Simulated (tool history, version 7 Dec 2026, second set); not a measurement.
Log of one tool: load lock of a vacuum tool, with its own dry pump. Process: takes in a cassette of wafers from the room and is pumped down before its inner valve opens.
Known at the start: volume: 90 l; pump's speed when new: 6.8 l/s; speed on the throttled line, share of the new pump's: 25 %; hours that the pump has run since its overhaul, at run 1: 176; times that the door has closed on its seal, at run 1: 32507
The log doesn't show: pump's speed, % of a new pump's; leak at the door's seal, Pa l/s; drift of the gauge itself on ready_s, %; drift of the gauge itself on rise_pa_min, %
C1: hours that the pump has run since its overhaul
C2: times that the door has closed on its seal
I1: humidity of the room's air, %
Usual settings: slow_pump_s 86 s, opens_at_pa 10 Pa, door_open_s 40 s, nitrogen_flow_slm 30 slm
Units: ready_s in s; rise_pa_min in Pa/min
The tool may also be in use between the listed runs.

run 1 hour=0.0 | slow_pump_s=86 opens_at_pa=10 door_open_s=40 nitrogen_flow_slm=30 | C1=176 C2=32507 | I1=44.5 | ready_s=185.3 rise_pa_min=0.023
run 2 hour=387.2 | slow_pump_s=86 opens_at_pa=10 door_open_s=40 nitrogen_flow_slm=30 | C1=563 C2=34133 | I1=45.3 | ready_s=189.8 rise_pa_min=0.022
run 3 hour=764.9 | slow_pump_s=86 opens_at_pa=13 door_open_s=40 nitrogen_flow_slm=30 | C1=941 C2=35718 | I1=46.9 | ready_s=183.0 rise_pa_min=0.024
run 4 hour=1233.4 | slow_pump_s=86 opens_at_pa=13 door_open_s=40 nitrogen_flow_slm=30 | C1=1410 C2=37686 | I1=42.3 | ready_s=184.0 rise_pa_min=0.020
run 5 hour=1800.4 | slow_pump_s=86 opens_at_pa=10 door_open_s=40 nitrogen_flow_slm=30 | C1=1977 C2=40066 | I1=42.1 | ready_s=186.7 rise_pa_min=0.023
run 6 hour=2190.6 | slow_pump_s=86 opens_at_pa=10 door_open_s=40 nitrogen_flow_slm=30 | C1=2367 C2=41705 | I1=47.9 | ready_s=187.8 rise_pa_min=0.018
run 7 hour=2536.6 | slow_pump_s=86 opens_at_pa=10 door_open_s=40 nitrogen_flow_slm=9 | C1=2713 C2=43157 | I1=46.0 | ready_s=187.0 rise_pa_min=0.039
run 8 hour=3100.0 | slow_pump_s=86 opens_at_pa=10 door_open_s=40 nitrogen_flow_slm=9 | C1=3276 C2=45523 | I1=42.1 | ready_s=186.8 rise_pa_min=0.032
run 9 hour=3517.5 | slow_pump_s=51 opens_at_pa=10 door_open_s=40 nitrogen_flow_slm=30 | C1=3694 C2=47276 | I1=44.6 | ready_s=161.5 rise_pa_min=0.021
run 10 hour=3980.9 | slow_pump_s=51 opens_at_pa=10 door_open_s=40 nitrogen_flow_slm=30 | C1=4157 C2=49222 | I1=47.0 | ready_s=161.8 rise_pa_min=0.020
run 11 hour=4331.4 | slow_pump_s=51 opens_at_pa=10 door_open_s=40 nitrogen_flow_slm=30 | C1=4508 C2=50694 | I1=44.6 | ready_s=160.0 rise_pa_min=0.018
run 12 hour=4686.4 | slow_pump_s=86 opens_at_pa=13 door_open_s=59 nitrogen_flow_slm=21 | C1=4863 C2=52184 | I1=43.1 | ready_s=184.1 rise_pa_min=0.031
-- hour=4890.2 door's seal changed, seat wiped
run 13 hour=4977.4 | slow_pump_s=86 opens_at_pa=13 door_open_s=59 nitrogen_flow_slm=21 | C1=5152 C2=366 | I1=46.0 | ready_s=181.4 rise_pa_min=0.029
run 14 hour=5532.5 | slow_pump_s=86 opens_at_pa=10 door_open_s=101 nitrogen_flow_slm=30 | C1=5707 C2=2697 | I1=43.5 | ready_s=188.0 rise_pa_min=0.031
run 15 hour=6071.8 | slow_pump_s=86 opens_at_pa=11 door_open_s=186 nitrogen_flow_slm=30 | C1=6247 C2=4962 | I1=45.5 | ready_s=187.0 rise_pa_min=0.044
run 16 hour=6447.0 | slow_pump_s=154 opens_at_pa=7 door_open_s=46 nitrogen_flow_slm=30 | C1=6622 C2=6537 | I1=44.9 | ready_s=242.1 rise_pa_min=0.023
run 17 hour=6712.7 | slow_pump_s=129 opens_at_pa=10 door_open_s=43 nitrogen_flow_slm=35 | C1=6887 C2=7652 | I1=46.1 | ready_s=220.2 rise_pa_min=0.023
run 18 hour=6963.9 | slow_pump_s=53 opens_at_pa=19 door_open_s=25 nitrogen_flow_slm=6 | C1=7139 C2=8707 | I1=42.6 | ready_s=154.1 rise_pa_min=0.032
run 19 hour=7372.1 | slow_pump_s=168 opens_at_pa=19 door_open_s=75 nitrogen_flow_slm=6 | C1=7547 C2=10421 | I1=46.1 | ready_s=238.7 rise_pa_min=0.055
run 20 hour=7879.8 | slow_pump_s=127 opens_at_pa=15 door_open_s=40 nitrogen_flow_slm=8 | C1=8054 C2=12553 | I1=43.7 | ready_s=215.0 rise_pa_min=0.040
run 21 hour=8145.8 | slow_pump_s=86 opens_at_pa=16 door_open_s=40 nitrogen_flow_slm=5 | C1=8321 C2=13670 | I1=43.7 | ready_s=180.4 rise_pa_min=0.042
run 22 hour=8623.4 | slow_pump_s=86 opens_at_pa=16 door_open_s=40 nitrogen_flow_slm=5 | C1=8798 C2=15675 | I1=46.6 | ready_s=180.6 rise_pa_min=0.046

Forecast each of these 5 alternatives for the next run:
run A hour=8940.7 | slow_pump_s=86 opens_at_pa=8 door_open_s=40 nitrogen_flow_slm=30 | C1=9115 C2=17008 | I1=45.3 | ready_s=? rise_pa_min=?
run B hour=8940.7 | slow_pump_s=86 opens_at_pa=11 door_open_s=40 nitrogen_flow_slm=5 | C1=9115 C2=17008 | I1=45.9 | ready_s=? rise_pa_min=?
run C hour=8940.7 | slow_pump_s=86 opens_at_pa=20 door_open_s=40 nitrogen_flow_slm=5 | C1=9115 C2=17008 | I1=45.3 | ready_s=? rise_pa_min=?
run D hour=8940.7 | slow_pump_s=145 opens_at_pa=8 door_open_s=52 nitrogen_flow_slm=5 | C1=9115 C2=17008 | I1=44.1 | ready_s=? rise_pa_min=?
run E hour=8940.7 | slow_pump_s=63 opens_at_pa=13 door_open_s=52 nitrogen_flow_slm=5 | C1=9115 C2=17008 | I1=43.3 | ready_s=? rise_pa_min=?

run=A ready_s=190.1 rise_pa_min=0.020
run=B ready_s=185.0 rise_pa_min=0.045
run=C ready_s=177.6 rise_pa_min=0.044
run=D ready_s=234.9 rise_pa_min=0.041
run=E ready_s=166.7 rise_pa_min=0.037
Without the tool's hidden state the same runs would have given:
run=A ready_s=190.1 rise_pa_min=0.020
run=B ready_s=184.9 rise_pa_min=0.045
run=C ready_s=177.6 rise_pa_min=0.044
run=D ready_s=234.9 rise_pa_min=0.041
run=E ready_s=166.7 rise_pa_min=0.037

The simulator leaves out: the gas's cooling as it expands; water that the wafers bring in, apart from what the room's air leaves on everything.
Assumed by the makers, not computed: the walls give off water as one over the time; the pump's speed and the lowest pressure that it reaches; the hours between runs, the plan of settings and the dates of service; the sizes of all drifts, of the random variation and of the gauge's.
